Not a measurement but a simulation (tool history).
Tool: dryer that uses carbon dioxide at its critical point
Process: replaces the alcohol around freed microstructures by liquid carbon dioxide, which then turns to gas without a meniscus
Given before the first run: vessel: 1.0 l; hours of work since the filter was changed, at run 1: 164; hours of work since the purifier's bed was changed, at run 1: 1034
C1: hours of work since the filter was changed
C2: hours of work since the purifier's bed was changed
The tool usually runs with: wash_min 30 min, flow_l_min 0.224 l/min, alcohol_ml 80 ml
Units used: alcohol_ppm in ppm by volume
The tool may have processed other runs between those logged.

{"run": 1, "day": 0.0, "wash_min": 30, "flow_l_min": 0.224, "alcohol_ml": 80, "C1": 164, "C2": 1034, "alcohol_ppm": 880}
{"run": 2, "day": 2.338, "wash_min": 30, "flow_l_min": 0.224, "alcohol_ml": 80, "C1": 192, "C2": 1063, "alcohol_ppm": 900}
{"run": 3, "day": 4.321, "wash_min": 30, "flow_l_min": 0.224, "alcohol_ml": 80, "C1": 216, "C2": 1086, "alcohol_ppm": 889}
{"run": 4, "day": 6.571, "wash_min": 30, "flow_l_min": 0.224, "alcohol_ml": 80, "C1": 243, "C2": 1114, "alcohol_ppm": 954}
{"run": 5, "day": 8.933, "wash_min": 30, "flow_l_min": 0.189, "alcohol_ml": 80, "C1": 272, "C2": 1142, "alcohol_ppm": 1916}
{"run": 6, "day": 11.062, "wash_min": 30, "flow_l_min": 0.189, "alcohol_ml": 80, "C1": 297, "C2": 1168, "alcohol_ppm": 1982}
{"run": 7, "day": 12.375, "wash_min": 30, "flow_l_min": 0.189, "alcohol_ml": 80, "C1": 313, "C2": 1183, "alcohol_ppm": 1997}
{"day": 13.842, "done": "purifier's bed changed"}
{"run": 8, "day": 15.375, "wash_min": 30, "flow_l_min": 0.189, "alcohol_ml": 80, "C1": 348, "C2": 18, "alcohol_ppm": 1997}
{"run": 9, "day": 18.071, "wash_min": 30, "flow_l_min": 0.224, "alcohol_ml": 20, "C1": 380, "C2": 51, "alcohol_ppm": 250}
{"day": 19.325, "done": "inlet filter changed"}
{"run": 10, "day": 20.95, "wash_min": 30, "flow_l_min": 0.224, "alcohol_ml": 20, "C1": 20, "C2": 85, "alcohol_ppm": 205}
{"run": 11, "day": 23.042, "wash_min": 23, "flow_l_min": 0.224, "alcohol_ml": 20, "C1": 45, "C2": 110, "alcohol_ppm": 578}
{"run": 12, "day": 25.579, "wash_min": 23, "flow_l_min": 0.224, "alcohol_ml": 20, "C1": 75, "C2": 141, "alcohol_ppm": 576}
{"run": 13, "day": 27.167, "wash_min": 30, "flow_l_min": 0.21, "alcohol_ml": 80, "C1": 94, "C2": 160, "alcohol_ppm": 1060}
{"run": 14, "day": 28.554, "wash_min": 30, "flow_l_min": 0.21, "alcohol_ml": 80, "C1": 111, "C2": 177, "alcohol_ppm": 1099}
{"run": 15, "day": 30.2, "wash_min": 30, "flow_l_min": 0.21, "alcohol_ml": 80, "C1": 131, "C2": 197, "alcohol_ppm": 1097}
{"run": 16, "day": 32.225, "wash_min": 30, "flow_l_min": 0.203, "alcohol_ml": 43, "C1": 155, "C2": 221, "alcohol_ppm": 717}
{"run": 17, "day": 33.942, "wash_min": 30, "flow_l_min": 0.203, "alcohol_ml": 43, "C1": 176, "C2": 242, "alcohol_ppm": 728}
{"run": 18, "day": 36.079, "wash_min": 30, "flow_l_min": 0.235, "alcohol_ml": 57, "C1": 202, "C2": 267, "alcohol_ppm": 495}
{"run": 19, "day": 37.288, "wash_min": 30, "flow_l_min": 0.369, "alcohol_ml": 57, "C1": 216, "C2": 282, "alcohol_ppm": 39}
{"run": 20, "day": 39.346, "wash_min": 30, "flow_l_min": 0.369, "alcohol_ml": 57, "C1": 241, "C2": 307, "alcohol_ppm": 40}
{"run": 21, "day": 41.046, "wash_min": 28, "flow_l_min": 0.224, "alcohol_ml": 80, "C1": 262, "C2": 327, "alcohol_ppm": 1218}
{"run": 22, "day": 43.054, "wash_min": 33, "flow_l_min": 0.224, "alcohol_ml": 80, "C1": 286, "C2": 351, "alcohol_ppm": 614}
{"run": 23, "day": 45.383, "wash_min": 33, "flow_l_min": 0.224, "alcohol_ml": 80, "C1": 314, "C2": 379, "alcohol_ppm": 615}
{"run": 24, "day": 47.562, "wash_min": 19, "flow_l_min": 0.284, "alcohol_ml": 93, "C1": 340, "C2": 406, "alcohol_ppm": 2430}
{"run": 25, "day": 49.217, "wash_min": 25, "flow_l_min": 0.224, "alcohol_ml": 64, "C1": 360, "C2": 426, "alcohol_ppm": 1620}
{"day": 51.946, "done": "inlet filter changed"}
{"run": 26, "day": 51.946, "wash_min": 38, "flow_l_min": 0.183, "alcohol_ml": 27, "C1": 0, "C2": 458, "alcohol_ppm": 258}
{"run": 27, "day": 54.779, "wash_min": 30, "flow_l_min": 0.356, "alcohol_ml": 71, "C1": 34, "C2": 492, "alcohol_ppm": 61}
{"run": 28, "day": 56.621, "wash_min": 30, "flow_l_min": 0.356, "alcohol_ml": 71, "C1": 56, "C2": 514, "alcohol_ppm": 62}

What would each run have given without the hidden state, its run-to-run variation left as it was?
Hidden state present: flow that reaches the vessel past the clogged filter, %; alcohol in the recycled carbon dioxide, ppm; drift of the gauge itself on alcohol_ppm, %.
run=1 alcohol_ppm=736
run=2 alcohol_ppm=734
run=3 alcohol_ppm=710
run=4 alcohol_ppm=746
run=5 alcohol_ppm=1556
run=6 alcohol_ppm=1584
run=7 alcohol_ppm=1576
run=8 alcohol_ppm=1576
run=9 alcohol_ppm=182
run=10 alcohol_ppm=196
run=11 alcohol_ppm=553
run=12 alcohol_ppm=540
run=13 alcohol_ppm=972
run=14 alcohol_ppm=994
run=15 alcohol_ppm=977
run=16 alcohol_ppm=628
run=17 alcohol_ppm=625
run=18 alcohol_ppm=404
run=19 alcohol_ppm=21
run=20 alcohol_ppm=21
run=21 alcohol_ppm=983
run=22 alcohol_ppm=463
run=23 alcohol_ppm=453
run=24 alcohol_ppm=1920
run=25 alcohol_ppm=1254
run=26 alcohol_ppm=239
run=27 alcohol_ppm=40
run=28 alcohol_ppm=40
